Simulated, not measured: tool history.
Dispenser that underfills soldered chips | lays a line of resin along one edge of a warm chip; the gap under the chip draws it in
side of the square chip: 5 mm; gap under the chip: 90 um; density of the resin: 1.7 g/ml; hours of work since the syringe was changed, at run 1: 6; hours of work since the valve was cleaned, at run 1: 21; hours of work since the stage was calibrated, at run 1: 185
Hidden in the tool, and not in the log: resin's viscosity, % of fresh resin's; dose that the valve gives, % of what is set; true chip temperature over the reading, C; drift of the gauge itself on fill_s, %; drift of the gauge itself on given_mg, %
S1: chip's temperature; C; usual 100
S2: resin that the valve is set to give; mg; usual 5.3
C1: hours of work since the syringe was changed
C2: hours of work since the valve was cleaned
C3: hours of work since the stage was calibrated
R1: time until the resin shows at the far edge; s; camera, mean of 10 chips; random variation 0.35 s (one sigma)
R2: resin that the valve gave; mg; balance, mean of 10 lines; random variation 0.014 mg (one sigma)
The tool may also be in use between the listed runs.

Run 1, hour 0: usual settings; C1 6; C2 21; C3 185. Result: R1 31.2 s, R2 5.17 mg.
At hour 1: new syringe of resin.
Run 2, hour 4.1: usual settings; C1 2; C2 23; C3 188. Result: R1 21 s, R2 5.17 mg.
Run 3, hour 8: usual settings; C1 5; C2 26; C3 191. Result: R1 26.3 s, R2 5.16 mg.
At hour 10.7: new syringe of resin.
Run 4, hour 14.7: usual settings but S2 4.74 mg; C1 3; C2 31; C3 195. Result: R1 23.9 s, R2 4.59 mg.
At hour 20.6: new syringe of resin.
Run 5, hour 20.8: usual settings but S2 6.38 mg; C1 0; C2 35; C3 199. Result: R1 18.3 s, R2 6.16 mg.
Run 6, hour 25: usual settings but S1 94 C; C1 3; C2 38; C3 202. Result: R1 28.7 s, R2 5.11 mg.
Run 7, hour 28.2: usual settings but S1 94 C; C1 5; C2 40; C3 204. Result: R1 33.7 s, R2 5.11 mg.
At hour 30.5: new syringe of resin.
Run 8, hour 34.6: usual settings but S1 94 C; C1 3; C2 44; C3 208. Result: R1 27.8 s, R2 5.06 mg.
At hour 40.4: new syringe of resin.
Run 9, hour 40.9: usual settings but S1 94 C, S2 6.78 mg; C1 0; C2 48; C3 213. Result: R1 21.4 s, R2 6.5 mg.
Run 10, hour 44.5: usual settings but S1 94 C, S2 6.78 mg; C1 3; C2 51; C3 215. Result: R1 26.6 s, R2 6.46 mg.
At hour 50.3: new syringe of resin.
Run 11, hour 50.3: usual settings but S1 97 C, S2 6.78 mg; C1 0; C2 54; C3 219. Result: R1 19.7 s, R2 6.45 mg.
Run 12, hour 55.5: usual settings but S2 5.25 mg; C1 4; C2 58; C3 222. Result: R1 24.8 s, R2 4.96 mg.
At hour 60.1: new syringe of resin.
Run 13, hour 60.3: usual settings; C1 0; C2 61; C3 226. Result: R1 18.8 s, R2 5.04 mg.
At hour 63.3: dispensing valve cleaned and set on the balance.
Run 14, hour 66.7: usual settings; C1 4; C2 2; C3 229. Result: R1 24.9 s, R2 5.26 mg.
Run 15, hour 70.2: usual settings but S2 6.04 mg; C1 6; C2 5; C3 232. Result: R1 29.5 s, R2 6 mg.
At hour 71.1: new syringe of resin.
Run 16, hour 74.5: usual settings but S2 6.04 mg; C1 2; C2 7; C3 234. Result: R1 21.7 s, R2 5.99 mg.
Run 17, hour 78.5: usual settings; C1 5; C2 10; C3 237. Result: R1 27 s, R2 5.24 mg.
At hour 80.8: new syringe of resin.
Run 18, hour 84.1: usual settings; C1 2; C2 14; C3 241. Result: R1 21.7 s, R2 5.21 mg.
Run 19, hour 89.2: usual settings but S1 94 C, S2 6.88 mg; C1 6; C2 17; C3 244. Result: R1 34.1 s, R2 6.77 mg.
At hour 91: new syringe of resin.
Run 20, hour 94.4: usual settings but S1 91 C; C1 2; C2 21; C3 248. Result: R1 29.8 s, R2 5.17 mg.
At hour 100.8: new syringe of resin.
Run 21, hour 100.9: usual settings but S1 91 C; C1 0; C2 25; C3 252. Result: R1 23.8 s, R2 5.17 mg.
Run 22, hour 105.1: usual settings but S1 89 C; C1 3; C2 28; C3 255. Result: R1 31.3 s, R2 5.16 mg.
At hour 110.9: new syringe of resin.
Run 23, hour 111.5: usual settings but S1 87 C, S2 6.67 mg; C1 0; C2 32; C3 259. Result: R1 28 s, R2 6.48 mg.
Run 24, hour 117: usual settings but S1 102 C, S2 5.6 mg; C1 4; C2 36; C3 263. Result: R1 24.9 s, R2 5.43 mg.
At hour 120.6: new syringe of resin.
Run 25, hour 121.1: usual settings but S1 98 C, S2 5.6 mg; C1 0; C2 39; C3 266. Result: R1 19.9 s, R2 5.4 mg.
Run 26, hour 125.1: usual settings but S1 95 C; C1 3; C2 41; C3 268. Result: R1 26.9 s, R2 5.1 mg.
At hour 130.7: new syringe of resin.
Run 27, hour 132.4: usual settings but S1 95 C; C1 1; C2 46; C3 273. Result: R1 23.2 s, R2 5.09 mg.
Run 28, hour 139.4: usual settings but S1 95 C; C1 6; C2 51; C3 278. Result: R1 35.2 s, R2 5.08 mg.
At hour 140.4: new syringe of resin.
Run 29, hour 143.5: usual settings but S1 98 C, S2 5.89 mg; C1 2; C2 54; C3 281. Result: R1 22.5 s, R2 5.61 mg.
Run 30, hour 147.9: usual settings but S1 87 C, S2 6.55 mg; C1 5; C2 57; C3 284. Result: R1 40.4 s, R2 6.24 mg.
At hour 150.3: new syringe of resin.
Run 31, hour 154.8: usual settings but S1 87 C, S2 6.55 mg; C1 3; C2 61; C3 288. Result: R1 33.8 s, R2 6.2 mg.
At hour 157.5: dispensing valve cleaned and set on the balance.
Run 32, hour 160.4: usual settings but S1 87 C, S2 6.59 mg; C1 6; C2 2; C3 291. Result: R1 44.2 s, R2 6.56 mg.
At hour 161.1: new syringe of resin.
Run 33, hour 164.3: usual settings but S1 112 C, S2 5.71 mg; C1 2; C2 4; C3 294. Result: R1 15.1 s, R2 5.66 mg.
Run 34, hour 167.2: usual settings but S1 112 C, S2 5.71 mg; C1 4; C2 7; C3 296. Result: R1 18 s, R2 5.62 mg.
At hour 171: new syringe of resin.
Run 35, hour 172.5: usual settings but S1 109 C, S2 5.37 mg; C1 1; C2 10; C3 299. Result: R1 15.5 s, R2 5.31 mg.
Run 36, hour 178.9: usual settings but S1 109 C, S2 5.37 mg; C1 5; C2 14; C3 304. Result: R1 22.2 s, R2 5.3 mg.

4 ways to go on from here, each from the tool as it stands after run 36. What would each give?
At hour 181: new syringe of resin.
Run A, hour 186.2: usual settings but S1 98 C, S2 6.74 mg; C1 4; C2 19; C3 309. Result: R1 ?, R2 ?.
At hour 181: new syringe of resin.
Run B, hour 186.2: usual settings but S1 97 C, S2 5.97 mg; C1 4; C2 19; C3 309. Result: R1 ?, R2 ?.
At hour 181: new syringe of resin.
Run C, hour 186.2: usual settings but S2 5.91 mg; C1 4; C2 19; C3 309. Result: R1 ?, R2 ?.
At hour 181: new syringe of resin.
Run D, hour 186.2: usual settings but S1 99 C; C1 4; C2 19; C3 309. Result: R1 ?, R2 ?.

run    R1    R2
  A  24.2  6.62
  B  25.9  5.87
  C  23.7   5.8
  D  24.9  5.19
Without the tool's hidden state the same runs would have given:
run    R1    R2
  A  18.5  6.76
  B    20     6
  C  18.3  5.92
  D    19   5.3
